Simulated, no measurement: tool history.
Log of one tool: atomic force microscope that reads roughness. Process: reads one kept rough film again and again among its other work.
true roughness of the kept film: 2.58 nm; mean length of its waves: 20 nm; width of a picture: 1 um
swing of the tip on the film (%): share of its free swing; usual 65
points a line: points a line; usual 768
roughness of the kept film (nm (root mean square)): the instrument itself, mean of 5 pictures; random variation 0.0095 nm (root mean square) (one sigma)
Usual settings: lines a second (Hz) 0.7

| run | hour | lines a second (Hz) | swing of the tip on the film (%) | points a line | roughness of the kept film (nm (root mean square)) |
|---|---|---|---|---|---|
| 1 | 0 | 0.7 | 65 | 768 | 2.144 |
|  | 4.1 | new tip fitted |
| 2 | 10.5 | 0.7 | 65 | 768 | 2.15 |
| 3 | 22.9 | 0.7 | 65 | 768 | 2.152 |
| 4 | 32.9 | 0.7 | 65 | 668 | 2.159 |
| 5 | 51.9 | 0.7 | 65 | 743 | 2.142 |
| 6 | 68.1 | 0.7 | 65 | 743 | 2.16 |
| 7 | 84.3 | 0.7 | 65 | 743 | 2.145 |
| 8 | 101.9 | 2.275 | 65 | 768 | 2.117 |
| 9 | 112.7 | 0.7 | 74 | 768 | 2.155 |
| 10 | 123.7 | 0.7 | 74 | 768 | 2.159 |
| 11 | 134.5 | 0.7 | 65 | 747 | 2.153 |
| 12 | 147.8 | 0.7 | 65 | 747 | 2.165 |
| 13 | 155.7 | 0.7 | 67 | 768 | 2.139 |
| 14 | 164 | 0.7 | 63 | 768 | 2.171 |
|  | 168.5 | new tip fitted |
| 15 | 181.6 | 0.7 | 65 | 768 | 2.177 |
| 16 | 195.1 | 0.7 | 65 | 768 | 2.151 |
| 17 | 210.7 | 0.7 | 65 | 768 | 2.165 |
| 18 | 222.5 | 0.7 | 65 | 768 | 2.165 |
| 19 | 241.1 | 0.7 | 65 | 768 | 2.147 |
| 20 | 260.1 | 0.7 | 65 | 768 | 2.148 |
| 21 | 267.9 | 0.7 | 65 | 768 | 2.162 |
| 22 | 285.9 | 0.7 | 65 | 768 | 2.148 |
| 23 | 303.9 | 0.7 | 65 | 768 | 2.153 |
| 24 | 313.6 | 0.7 | 65 | 768 | 2.169 |
| 25 | 324.4 | 0.7 | 65 | 768 | 2.154 |
|  | 332.5 | new tip fitted |
| 26 | 343.9 | 0.7 | 65 | 768 | 2.149 |
| 27 | 355.9 | 0.7 | 65 | 473 | 2.138 |
| 28 | 370 | 0.7 | 68 | 768 | 2.17 |

Run 29 comes next. What will it give?
| 29 | 387.3 | 0.7 | 68 | 768 | ? |

Run 29 gave roughness of the kept film (nm (root mean square)) 2.164.
Without the tool's hidden state the same run would have given roughness of the kept film (nm (root mean square)) 2.167.
